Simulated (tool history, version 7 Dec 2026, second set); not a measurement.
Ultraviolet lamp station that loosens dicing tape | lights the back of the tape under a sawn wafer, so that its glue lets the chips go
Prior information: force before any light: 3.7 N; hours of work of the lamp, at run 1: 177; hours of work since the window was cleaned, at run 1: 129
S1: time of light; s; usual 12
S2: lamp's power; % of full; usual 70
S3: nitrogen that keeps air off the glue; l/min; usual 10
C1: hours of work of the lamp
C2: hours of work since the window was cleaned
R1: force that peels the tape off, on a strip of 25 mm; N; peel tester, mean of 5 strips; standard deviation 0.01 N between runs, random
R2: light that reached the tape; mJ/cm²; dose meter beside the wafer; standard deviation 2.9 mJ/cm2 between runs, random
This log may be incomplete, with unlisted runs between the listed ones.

run	day	S1	S2	S3	C1	C2	R1	R2
1	0	12	70	10	177	129	0.455	410
2	0.825	12	70	10	187	139	0.467	411
3	2.021	12	70	10	201	153	0.437	409
4	3.412	12	70	10	218	170	0.453	413
5	4.712	12	70	10	233	186	0.462	411
6	6.329	12	70	10	253	205	0.472	416
# day 6.783: window cleaned of glue's vapour
7	7.288	12	70	10	264	6	0.473	406
8	9.225	12	70	10	287	29	0.441	413
9	10.233	12	70	10	299	41	0.44	414
10	12.271	12	70	10	324	66	0.443	413
11	13.758	12	70	10	341	83	0.448	418
12	15.45	12	70	10	361	104	0.446	409
13	17.475	12	70	10	386	128	0.452	406
14	18.671	12	70	10	400	142	0.444	412
15	19.825	7	90	7	414	156	0.887	314
16	21.608	7	90	7	435	177	0.84	309
17	22.467	24	69	7	445	187	0.214	810
18	23.55	13	70	10	458	200	0.381	442
# day 24.304: window cleaned of glue's vapour
19	25.579	6	93	10	482	15	0.832	272
20	27.317	16	85	3	503	36	0.479	661
21	28.817	23	96	8	521	54	0.172	1081
22	29.829	23	96	8	533	66	0.162	1077
23	31.704	12	69	9	555	88	0.504	405
24	33.654	12	69	9	579	112	0.511	406
25	35.196	12	69	9	597	130	0.485	407
26	36.846	9	74	14	617	150	0.56	323

Alternative continuations, all from the tool just after run 26; predict every row:
A	37.821	20	70	10	629	161	?	?
B	37.821	9	79	4	629	161	?	?
C	37.821	16	90	4	629	161	?	?
D	37.821	10	71	5	629	161	?	?

run	R1	R2
A	0.217	695
B	1.047	346
C	0.357	701
D	0.944	346
What these runs would have given with no unlogged condition in the tool:
run	R1	R2
A	0.216	697
B	1.044	347
C	0.356	702
D	0.941	347

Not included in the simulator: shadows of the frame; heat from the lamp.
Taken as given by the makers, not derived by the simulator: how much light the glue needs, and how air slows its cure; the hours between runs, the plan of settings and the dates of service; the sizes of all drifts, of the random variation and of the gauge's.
